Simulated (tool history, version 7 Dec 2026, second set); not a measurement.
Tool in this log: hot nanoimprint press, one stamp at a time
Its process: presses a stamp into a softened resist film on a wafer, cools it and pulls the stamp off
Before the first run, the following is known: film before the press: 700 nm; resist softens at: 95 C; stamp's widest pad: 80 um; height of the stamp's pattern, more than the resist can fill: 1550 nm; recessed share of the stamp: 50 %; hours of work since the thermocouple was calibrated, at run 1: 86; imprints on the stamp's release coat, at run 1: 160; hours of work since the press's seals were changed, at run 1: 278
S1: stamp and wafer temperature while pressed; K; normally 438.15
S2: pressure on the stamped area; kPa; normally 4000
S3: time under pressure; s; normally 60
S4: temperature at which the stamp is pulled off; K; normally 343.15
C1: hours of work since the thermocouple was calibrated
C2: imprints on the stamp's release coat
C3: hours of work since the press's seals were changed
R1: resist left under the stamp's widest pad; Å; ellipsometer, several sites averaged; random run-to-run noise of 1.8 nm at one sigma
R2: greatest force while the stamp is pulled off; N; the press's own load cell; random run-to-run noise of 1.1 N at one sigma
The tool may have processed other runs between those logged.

| run | hour | S1 | S2 | S3 | S4 | C1 | C2 | C3 | R1 | R2 |
|---|---|---|---|---|---|---|---|---|---|---|
| 1 | 0 | 438.15 | 4000 | 60 | 343.15 | 86 | 160 | 278 | 3895 | 148 |
| 2 | 28.6 | 438.15 | 4000 | 60 | 343.15 | 102 | 218 | 294 | 3934 | 147 |
| 3 | 62.7 | 438.15 | 4000 | 60 | 343.15 | 121 | 287 | 313 | 3890 | 147 |
| 4 | 96 | 438.15 | 4000 | 60 | 343.15 | 140 | 355 | 332 | 3888 | 148 |
| 5 | 116 | 450.15 | 4000 | 60 | 343.15 | 151 | 396 | 343 | 2629 | 147 |
| 6 | 146.6 | 438.15 | 4000 | 60 | 343.15 | 168 | 458 | 360 | 3912 | 148 |
| 7 | 182.4 | 438.15 | 4000 | 60 | 343.15 | 188 | 531 | 380 | 3916 | 148 |
| 8 | 212.1 | 438.15 | 4000 | 60 | 343.15 | 205 | 591 | 397 | 3932 | 146 |
|  | 240.1 | stamp cleaned and given a new release coat |
| 9 | 240.1 | 450.15 | 4000 | 60 | 343.15 | 217 | 0 | 409 | 2649 | 147 |
| 10 | 267.6 | 450.15 | 4000 | 60 | 343.15 | 232 | 56 | 424 | 2645 | 146 |
| 11 | 293.9 | 450.15 | 4000 | 60 | 343.15 | 247 | 110 | 439 | 2655 | 146 |
| 12 | 321.1 | 450.15 | 4000 | 60 | 343.15 | 262 | 165 | 454 | 2660 | 146 |
| 13 | 348 | 450.15 | 4000 | 60 | 343.15 | 277 | 220 | 469 | 2646 | 149 |
| 14 | 375.5 | 450.15 | 4000 | 60 | 343.15 | 292 | 276 | 484 | 2664 | 147 |
| 15 | 392.8 | 450.15 | 4000 | 60 | 343.15 | 302 | 311 | 494 | 2635 | 149 |
| 16 | 420.3 | 439.15 | 4000 | 60 | 345.15 | 317 | 367 | 509 | 3797 | 143 |
| 17 | 451.1 | 439.15 | 4000 | 37 | 348.15 | 334 | 430 | 527 | 4405 | 134 |
| 18 | 466.6 | 439.15 | 4000 | 37 | 348.15 | 343 | 461 | 535 | 4388 | 133 |
|  | 495.3 | plate thermocouple calibrated |
| 19 | 499.3 | 438.15 | 4000 | 71 | 339.15 | 2 | 522 | 552 | 3732 | 158 |
| 20 | 535.1 | 438.15 | 4000 | 53 | 339.15 | 22 | 595 | 572 | 4121 | 159 |
|  | 561.6 | stamp cleaned and given a new release coat |
| 21 | 565.9 | 442.15 | 2440 | 57 | 344.15 | 36 | 9 | 586 | 4503 | 144 |
| 22 | 586.8 | 434.15 | 3910 | 104 | 349.15 | 48 | 51 | 597 | 3879 | 130 |
| 23 | 609.5 | 441.15 | 4000 | 83 | 343.15 | 60 | 98 | 610 | 3256 | 149 |
| 24 | 640.6 | 435.15 | 3200 | 83 | 343.15 | 78 | 161 | 627 | 4408 | 146 |
| 25 | 670 | 442.15 | 3480 | 39 | 330.15 | 94 | 221 | 644 | 4211 | 180 |
| 26 | 703.7 | 442.15 | 3480 | 39 | 330.15 | 113 | 289 | 662 | 4233 | 180 |
| 27 | 727.6 | 442.15 | 5140 | 39 | 345.15 | 126 | 338 | 676 | 3491 | 142 |
| 28 | 765.2 | 434.15 | 6000 | 39 | 329.15 | 147 | 415 | 697 | 4180 | 184 |
| 29 | 792.2 | 438.15 | 5120 | 60 | 341.15 | 162 | 470 | 712 | 3469 | 154 |
| 30 | 819.2 | 438.15 | 5980 | 60 | 343.15 | 177 | 524 | 727 | 3177 | 146 |

Here are 4 independent what-if runs from the current tool condition. What would each one return?
| A | 838.9 | 436.15 | 4000 | 44 | 342.15 | 188 | 565 | 738 | ? | ? |
| B | 838.9 | 443.15 | 4000 | 60 | 343.15 | 188 | 565 | 738 | ? | ? |
| C | 838.9 | 438.15 | 2450 | 115 | 341.15 | 188 | 565 | 738 | ? | ? |
| D | 838.9 | 438.15 | 2630 | 71 | 340.15 | 188 | 565 | 738 | ? | ? |

| run | R1 | R2 |
|---|---|---|
| A | 4591 | 151 |
| B | 3372 | 147 |
| C | 4226 | 154 |
| D | 4672 | 157 |
Take away the tool's hidden state, keep each run's random variation, and the runs would have read:
| run | R1 | R2 |
|---|---|---|
| A | 4488 | 151 |
| B | 3295 | 146 |
| C | 4133 | 154 |
| D | 4570 | 156 |
